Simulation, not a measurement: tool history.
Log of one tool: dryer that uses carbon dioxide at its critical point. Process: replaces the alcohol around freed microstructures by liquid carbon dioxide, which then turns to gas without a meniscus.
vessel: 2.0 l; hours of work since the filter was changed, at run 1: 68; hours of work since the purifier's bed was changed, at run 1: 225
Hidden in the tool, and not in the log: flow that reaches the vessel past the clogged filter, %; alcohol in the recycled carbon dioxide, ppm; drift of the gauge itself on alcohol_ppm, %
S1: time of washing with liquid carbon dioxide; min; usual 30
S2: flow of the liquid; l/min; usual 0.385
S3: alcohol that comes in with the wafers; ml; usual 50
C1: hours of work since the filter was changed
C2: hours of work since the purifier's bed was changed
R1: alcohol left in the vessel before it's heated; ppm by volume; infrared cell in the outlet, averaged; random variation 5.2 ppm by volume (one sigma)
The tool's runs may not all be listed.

| run | hour | S1 | S2 | S3 | C1 | C2 | R1 |
|---|---|---|---|---|---|---|---|
| 1 | 0.0 | 30 | 0.385 | 50 | 68 | 225 | 127 |
| 2 | 10.5 | 30 | 0.385 | 50 | 73 | 230 | 142 |
| 3 | 27.3 | 30 | 0.328 | 50 | 80 | 238 | 266 |
| 4 | 41.4 | 30 | 0.328 | 50 | 87 | 244 | 281 |
| 5 | 57.7 | 30 | 0.271 | 50 | 95 | 252 | 568 |
| 6 | 70.4 | 30 | 0.271 | 50 | 100 | 258 | 585 |
| 7 | 84.8 | 30 | 0.385 | 49 | 107 | 264 | 166 |
| 8 | 99.6 | 30 | 0.385 | 99 | 114 | 271 | 258 |
| 9 | 115.0 | 30 | 0.385 | 99 | 121 | 278 | 259 |
| 10 | 129.2 | 30 | 0.385 | 99 | 128 | 285 | 258 |
| 11 | 138.9 | 30 | 0.385 | 99 | 132 | 290 | 273 |
| 12 | 156.4 | 30 | 0.385 | 99 | 140 | 298 | 278 |
| 13 | 167.9 | 30 | 0.385 | 23 | 146 | 303 | 107 |
| 14 | 176.8 | 30 | 0.385 | 23 | 150 | 307 | 115 |
| 15 | 186.5 | 30 | 0.385 | 23 | 154 | 312 | 110 |
| 16 | 198.1 | 30 | 0.385 | 23 | 160 | 317 | 116 |
| 17 | 216.9 | 30 | 0.385 | 50 | 169 | 326 | 171 |
| 18 | 227.5 | 30 | 0.320 | 50 | 174 | 331 | 365 |
| 19 | 235.7 | 47 | 0.320 | 50 | 177 | 335 | 78 |
| 20 | 245.7 | 47 | 0.320 | 50 | 182 | 339 | 83 |
| 21 | 262.3 | 36 | 0.385 | 50 | 190 | 347 | 98 |
| 22 | 276.4 | 36 | 0.385 | 50 | 196 | 354 | 103 |

Forecast run 23:
| 23 | 289.5 | 36 | 0.385 | 50 | 202 | 360 | ? |

{"run 23": {"R1": 106}}
Without the tool's hidden state the same run would have given R1 34 ppm by volume.
